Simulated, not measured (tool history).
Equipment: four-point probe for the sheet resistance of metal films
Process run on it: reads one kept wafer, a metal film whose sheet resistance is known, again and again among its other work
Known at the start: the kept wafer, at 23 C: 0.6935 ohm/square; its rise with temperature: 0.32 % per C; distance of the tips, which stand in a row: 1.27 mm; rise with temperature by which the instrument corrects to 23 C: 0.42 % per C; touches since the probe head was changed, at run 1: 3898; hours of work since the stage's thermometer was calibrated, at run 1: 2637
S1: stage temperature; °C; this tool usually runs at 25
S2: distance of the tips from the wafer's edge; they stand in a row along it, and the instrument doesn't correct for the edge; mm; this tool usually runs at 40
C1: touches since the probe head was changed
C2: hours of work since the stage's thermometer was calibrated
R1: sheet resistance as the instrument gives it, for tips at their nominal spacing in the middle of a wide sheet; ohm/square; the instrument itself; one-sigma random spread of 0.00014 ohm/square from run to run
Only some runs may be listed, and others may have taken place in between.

run   hour  S1  S2     C1    C2        R1
  1      0  25  40   3898  2637  0.692279
  2   24.2  21  40   4162  2649  0.695329
  3   45.3  21  40   4391  2659  0.695146
  4   56.7  21  40   4515  2665  0.695207
  5   80.6  21  40   4776  2676  0.695328
  6  101.9  21  40   5007  2687  0.695322
  7  114.8  21  40   5147  2693  0.695272
  8  130.1  25  40   5314  2701  0.692758
  9  150.8  25  40   5539  2711  0.692523
 10  163.5  25  40   5677  2717  0.692619
 11  178.1  25  40   5837  2725   0.69233
 12  194.5  25  40   6015  2733  0.692556
 13  210.3  25  72   6187  2741  0.692156
 14  234.2  25  16   6447  2752  0.694718
 15  250.1  25  16   6620  2760  0.694561
 16  261.7  25  16   6746  2766  0.694665
 17  283.9  25   5   6988  2777  0.715785
 18  298.3  21  40   7144  2784  0.695547
 19  315.4  25  40   7331  2793  0.692679
 20  336.1  25  40   7556  2803  0.692814
 21  348.8  25  40   7694  2809  0.692515
 22  358.9  25  40   7804  2814   0.69277
 23  373.3  23   3   7961  2821  0.754183
 24  385.1  26  35   8090  2827  0.692385
     392.6  -- stage's thermometer calibrated
 25  397.4  26  35   8218     2  0.690854
 26  408.4  26  35   8338     8  0.691009
 27  419.4  21  39   8457    13  0.694445
 28  435.2  29  51   8629    21  0.688601
 29  447.2  25   4   8759    27   0.72651
 30  468.9  23  20   8996    38  0.693963
 31  489.2  25   7   9217    48  0.703331
 32  513.1  22  49   9477    60  0.693572
 33    535  33  13   9715    70  0.689434
 34  556.6  30  40   9950    81   0.68839
 35  574.2  30  48  10142    90  0.688167
 36  586.2  30  48  10272    96  0.688418
 37  603.9  33  54  10465   104  0.686455
 38  621.5  25  11  10656   113   0.69652
 39  634.2  25  11  10795   119  0.696272
 40  645.1  28  37  10914   125   0.68974
 41  655.3  18   6  11025   130  0.712838
 42  668.1  29  18  11164   136  0.690602
 43  681.8  29  18  11313   143  0.690536
 44  705.5  29  18  11571   155  0.690687

What if the next run were any one of these 4? Each begins from the tool's condition after run 44:
  A   730  25  37  11838  167   ?
  B   730  19  18  11838  167   ?
  C   730  32  40  11838  167   ?
  D   730  20  20  11838  167   ?

run        R1
  A  0.692266
  B  0.697765
  C  0.687011
  D  0.696628
The same runs, with their run-to-run variation unchanged, on a tool lacking any hidden condition would have given:
run        R1
  A  0.692861
  B  0.698366
  C  0.687601
  D  0.697228
